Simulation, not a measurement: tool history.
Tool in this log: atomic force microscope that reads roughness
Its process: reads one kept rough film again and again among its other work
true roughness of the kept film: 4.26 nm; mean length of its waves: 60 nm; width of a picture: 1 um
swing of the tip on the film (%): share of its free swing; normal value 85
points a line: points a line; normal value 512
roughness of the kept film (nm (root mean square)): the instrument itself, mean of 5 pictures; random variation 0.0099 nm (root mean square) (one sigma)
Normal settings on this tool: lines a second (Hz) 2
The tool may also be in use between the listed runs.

run	hour	lines a second (Hz)	swing of the tip on the film (%)	points a line	roughness of the kept film (nm (root mean square))
1	0	2	85	512	3.304
2	24.1	2	85	512	3.323
# hour 29.9: new tip fitted
3	57.5	2	85	512	3.311
4	85.8	2	85	512	3.292
5	103.1	2	85	512	3.316
6	125.5	2	77	512	3.526
7	152.7	2	85	512	3.281
8	179.7	2	85	512	3.288
9	200.5	2	85	512	3.302
10	227.2	2	71	512	3.698
11	254	2	85	512	3.28
# hour 272.6: new tip fitted
12	286.7	2	85	512	3.287
13	308.7	1.44	84	451	3.512
14	343.5	0.87	57	951	4.065
15	374.7	1.93	57	793	3.958
16	406.4	1.93	57	793	3.961
17	436.3	1.41	85	842	3.495
18	456	2.64	57	315	3.896
19	470.9	2.64	58	303	3.861
20	498.3	2.64	58	303	3.858
# hour 515.1: new tip fitted
21	532.3	2.64	58	303	3.886
22	550.7	2.33	85	825	3.193
23	586.6	2	81	512	3.406

Each row is a separate what-if for the run after 23, all from the same tool condition, not one after another. Results?
A	617.8	2	56	372	?
B	617.8	2	64	293	?
C	617.8	2	85	370	?

run	roughness of the kept film (nm (root mean square))
A	3.956
B	3.837
C	3.302
Take away the tool's hidden state, keep each run's random variation, and the runs would have read:
run	roughness of the kept film (nm (root mean square))
A	3.958
B	3.839
C	3.304
